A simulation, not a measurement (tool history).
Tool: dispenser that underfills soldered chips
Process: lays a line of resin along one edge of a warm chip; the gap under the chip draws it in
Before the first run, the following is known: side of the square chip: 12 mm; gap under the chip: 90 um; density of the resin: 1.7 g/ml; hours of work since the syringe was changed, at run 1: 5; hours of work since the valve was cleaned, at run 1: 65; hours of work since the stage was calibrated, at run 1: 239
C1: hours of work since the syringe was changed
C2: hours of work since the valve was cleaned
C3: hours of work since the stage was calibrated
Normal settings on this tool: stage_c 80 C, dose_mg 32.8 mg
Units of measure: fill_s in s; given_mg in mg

run 1 hour=0.0 | stage_c=80 dose_mg=32.8 | C1=5 C2=65 C3=239 | fill_s=78.8 given_mg=31.53
-- hour=2.2 new syringe of resin
run 2 hour=5.8 | stage_c=80 dose_mg=32.8 | C1=3 C2=69 C3=243 | fill_s=70.9 given_mg=31.48
-- hour=10.5 new syringe of resin
run 3 hour=12.3 | stage_c=73 dose_mg=32.8 | C1=1 C2=74 C3=248 | fill_s=89.3 given_mg=31.42
run 4 hour=17.7 | stage_c=73 dose_mg=32.8 | C1=5 C2=78 C3=252 | fill_s=108.5 given_mg=31.39
-- hour=18.7 new syringe of resin
run 5 hour=24.2 | stage_c=73 dose_mg=32.8 | C1=4 C2=83 C3=257 | fill_s=107.4 given_mg=31.29
-- hour=27.3 new syringe of resin
run 6 hour=29.3 | stage_c=69 dose_mg=32.8 | C1=2 C2=86 C3=260 | fill_s=111.2 given_mg=31.27
-- hour=36.1 new syringe of resin
run 7 hour=36.6 | stage_c=69 dose_mg=32.8 | C1=0 C2=92 C3=266 | fill_s=105.3 given_mg=31.12
run 8 hour=40.6 | stage_c=80 dose_mg=39.3 | C1=3 C2=95 C3=269 | fill_s=72.8 given_mg=37.52
-- hour=44.4 new syringe of resin
run 9 hour=44.6 | stage_c=80 dose_mg=39.3 | C1=0 C2=98 C3=272 | fill_s=61.1 given_mg=37.15
run 10 hour=50.6 | stage_c=80 dose_mg=39.3 | C1=5 C2=102 C3=276 | fill_s=75.7 given_mg=37.24
-- hour=52.7 new syringe of resin
-- hour=54.4 dispensing valve cleaned and set on the balance
run 11 hour=58.1 | stage_c=80 dose_mg=39.3 | C1=3 C2=3 C3=281 | fill_s=72.3 given_mg=39.41
-- hour=62.2 new syringe of resin
run 12 hour=66.4 | stage_c=80 dose_mg=39.3 | C1=3 C2=9 C3=287 | fill_s=70.9 given_mg=39.09
-- hour=70.7 new syringe of resin
run 13 hour=71.5 | stage_c=80 dose_mg=39.3 | C1=1 C2=13 C3=291 | fill_s=63.2 given_mg=39.21
run 14 hour=77.2 | stage_c=72 dose_mg=39.3 | C1=5 C2=17 C3=295 | fill_s=111.6 given_mg=39.05
-- hour=79.1 new syringe of resin
run 15 hour=84.3 | stage_c=80 dose_mg=32.8 | C1=4 C2=22 C3=300 | fill_s=75.7 given_mg=32.29
-- hour=87.5 new syringe of resin
run 16 hour=89.1 | stage_c=80 dose_mg=32.8 | C1=1 C2=26 C3=304 | fill_s=66.1 given_mg=32.25
run 17 hour=93.4 | stage_c=84 dose_mg=32.8 | C1=4 C2=29 C3=307 | fill_s=65.9 given_mg=32.43
-- hour=96.3 new syringe of resin
run 18 hour=99.0 | stage_c=72 dose_mg=38.3 | C1=2 C2=33 C3=311 | fill_s=96.0 given_mg=37.68
run 19 hour=104.2 | stage_c=78 dose_mg=32.1 | C1=6 C2=37 C3=315 | fill_s=89.5 given_mg=31.74
-- hour=105.2 new syringe of resin
run 20 hour=109.7 | stage_c=78 dose_mg=32.1 | C1=3 C2=41 C3=319 | fill_s=80.7 given_mg=31.68
-- hour=113.8 new syringe of resin
run 21 hour=117.7 | stage_c=73 dose_mg=37.1 | C1=3 C2=47 C3=325 | fill_s=99.8 given_mg=36.03
-- hour=122.5 new syringe of resin
run 22 hour=125.3 | stage_c=73 dose_mg=37.1 | C1=2 C2=52 C3=330 | fill_s=94.7 given_mg=35.96
-- hour=131.4 new syringe of resin
run 23 hour=133.7 | stage_c=73 dose_mg=37.1 | C1=2 C2=58 C3=337 | fill_s=92.8 given_mg=36.18
-- hour=139.8 new syringe of resin
run 24 hour=142.0 | stage_c=80 dose_mg=39.8 | C1=2 C2=65 C3=343 | fill_s=67.7 given_mg=38.53
run 25 hour=146.1 | stage_c=83 dose_mg=30.5 | C1=5 C2=68 C3=346 | fill_s=72.7 given_mg=29.34
-- hour=148.1 new syringe of resin
run 26 hour=153.1 | stage_c=69 dose_mg=32.0 | C1=4 C2=73 C3=351 | fill_s=127.8 given_mg=30.83
-- hour=156.6 new syringe of resin
run 27 hour=160.0 | stage_c=80 dose_mg=30.7 | C1=3 C2=78 C3=356 | fill_s=73.5 given_mg=29.41
-- hour=164.9 new syringe of resin
run 28 hour=166.3 | stage_c=80 dose_mg=30.7 | C1=1 C2=82 C3=361 | fill_s=68.8 given_mg=29.40
run 29 hour=170.5 | stage_c=80 dose_mg=30.7 | C1=4 C2=86 C3=364 | fill_s=81.1 given_mg=29.31
-- hour=173.7 new syringe of resin
run 30 hour=177.3 | stage_c=93 dose_mg=35.2 | C1=3 C2=91 C3=369 | fill_s=41.0 given_mg=33.93
-- hour=182.0 new syringe of resin
run 31 hour=182.1 | stage_c=93 dose_mg=35.2 | C1=0 C2=94 C3=372 | fill_s=36.3 given_mg=33.43
run 32 hour=186.6 | stage_c=80 dose_mg=42.3 | C1=3 C2=97 C3=376 | fill_s=73.9 given_mg=40.03
-- hour=190.2 new syringe of resin
run 33 hour=191.4 | stage_c=75 dose_mg=42.3 | C1=1 C2=101 C3=379 | fill_s=82.2 given_mg=40.40
run 34 hour=195.0 | stage_c=75 dose_mg=42.3 | C1=4 C2=104 C3=382 | fill_s=92.9 given_mg=40.08

3 ways to go on from here, each from the tool as it stands after run 34. What would each give?
-- hour=196.7 dispensing valve cleaned and set on the balance
-- hour=199.7 new syringe of resin
run A hour=203.8 | stage_c=90 dose_mg=35.3 | C1=3 C2=5 C3=388 | fill_s=? given_mg=?
-- hour=196.7 dispensing valve cleaned and set on the balance
-- hour=199.7 new syringe of resin
run B hour=203.8 | stage_c=85 dose_mg=41.2 | C1=3 C2=5 C3=388 | fill_s=? given_mg=?
-- hour=196.7 dispensing valve cleaned and set on the balance
-- hour=199.7 new syringe of resin
run C hour=203.8 | stage_c=93 dose_mg=42.3 | C1=3 C2=5 C3=388 | fill_s=? given_mg=?

run=A fill_s=46.9 given_mg=35.09
run=B fill_s=57.6 given_mg=40.84
run=C fill_s=40.9 given_mg=42.18
With no hidden state in the tool, these same runs would have given:
run=A fill_s=37.5 given_mg=35.22
run=B fill_s=46.0 given_mg=40.99
run=C fill_s=32.8 given_mg=42.33
